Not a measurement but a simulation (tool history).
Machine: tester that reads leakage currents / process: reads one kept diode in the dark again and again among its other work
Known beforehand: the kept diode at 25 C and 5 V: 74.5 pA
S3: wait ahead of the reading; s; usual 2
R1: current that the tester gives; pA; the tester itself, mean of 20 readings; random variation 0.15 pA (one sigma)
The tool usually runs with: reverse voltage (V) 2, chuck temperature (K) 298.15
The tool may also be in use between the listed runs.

run 1 hour=0 | reverse_voltage_(V)=2 chuck_temperature_(K)=298.15 S3=2 | R1=51.67
run 2 hour=70.1 | reverse_voltage_(V)=2 chuck_temperature_(K)=298.15 S3=2.15 | R1=52.32
run 3 hour=135.3 | reverse_voltage_(V)=4.58 chuck_temperature_(K)=298.15 S3=2 | R1=80.69
run 4 hour=197.9 | reverse_voltage_(V)=4.58 chuck_temperature_(K)=298.15 S3=2 | R1=81.12
run 5 hour=257.6 | reverse_voltage_(V)=8.34 chuck_temperature_(K)=298.15 S3=2 | R1=112.96
-- hour=278.9 tester calibrated
run 6 hour=320.9 | reverse_voltage_(V)=2 chuck_temperature_(K)=298.15 S3=3.71 | R1=54.15
run 7 hour=380.6 | reverse_voltage_(V)=2 chuck_temperature_(K)=298.15 S3=3.71 | R1=54.68
run 8 hour=417.5 | reverse_voltage_(V)=6.53 chuck_temperature_(K)=298.15 S3=2 | R1=101.72
run 9 hour=490.3 | reverse_voltage_(V)=6.53 chuck_temperature_(K)=298.15 S3=2 | R1=102.64
run 10 hour=552.2 | reverse_voltage_(V)=2 chuck_temperature_(K)=298.15 S3=0.73 | R1=56.9
run 11 hour=614.2 | reverse_voltage_(V)=2 chuck_temperature_(K)=298.15 S3=0.73 | R1=57.16
run 12 hour=664.4 | reverse_voltage_(V)=2 chuck_temperature_(K)=298.15 S3=0.73 | R1=57.43
run 13 hour=733 | reverse_voltage_(V)=2 chuck_temperature_(K)=298.15 S3=0.9 | R1=58
-- hour=769.3 chuck's temperature calibrated
run 14 hour=785.1 | reverse_voltage_(V)=2 chuck_temperature_(K)=298.15 S3=2 | R1=51.61
run 15 hour=819.5 | reverse_voltage_(V)=2 chuck_temperature_(K)=298.15 S3=2 | R1=51.96
run 16 hour=864 | reverse_voltage_(V)=2 chuck_temperature_(K)=298.15 S3=2 | R1=52.12
run 17 hour=938.2 | reverse_voltage_(V)=2 chuck_temperature_(K)=298.15 S3=2 | R1=52.83
run 18 hour=994 | reverse_voltage_(V)=2 chuck_temperature_(K)=298.15 S3=2 | R1=53.16
run 19 hour=1044.5 | reverse_voltage_(V)=2 chuck_temperature_(K)=298.15 S3=2 | R1=53.6
run 20 hour=1103.4 | reverse_voltage_(V)=1.36 chuck_temperature_(K)=298.15 S3=1.15 | R1=44.48
run 21 hour=1179.3 | reverse_voltage_(V)=7.17 chuck_temperature_(K)=301.15 S3=0.69 | R1=141.02
run 22 hour=1220.2 | reverse_voltage_(V)=7.17 chuck_temperature_(K)=301.15 S3=0.69 | R1=141.83
run 23 hour=1293.5 | reverse_voltage_(V)=7.17 chuck_temperature_(K)=301.15 S3=2.8 | R1=139.9
run 24 hour=1358 | reverse_voltage_(V)=10.37 chuck_temperature_(K)=299.15 S3=2.8 | R1=146.31
run 25 hour=1430.2 | reverse_voltage_(V)=1.01 chuck_temperature_(K)=317.15 S3=0.43 | R1=212.83
run 26 hour=1495.7 | reverse_voltage_(V)=1.01 chuck_temperature_(K)=317.15 S3=0.43 | R1=216.18
run 27 hour=1534.9 | reverse_voltage_(V)=19.95 chuck_temperature_(K)=298.15 S3=2 | R1=200.9
-- hour=1552.1 chuck's temperature calibrated
run 28 hour=1613 | reverse_voltage_(V)=19.95 chuck_temperature_(K)=298.15 S3=2 | R1=191.26
run 29 hour=1682.2 | reverse_voltage_(V)=19.95 chuck_temperature_(K)=298.15 S3=2 | R1=193.67

Expected results for the next run?
run 30 hour=1722.6 | reverse_voltage_(V)=7.81 chuck_temperature_(K)=298.15 S3=2.01 | R1=?

R1: 113.01 pA
With no hidden state in the tool, this same run would have given R1 93.98 pA.
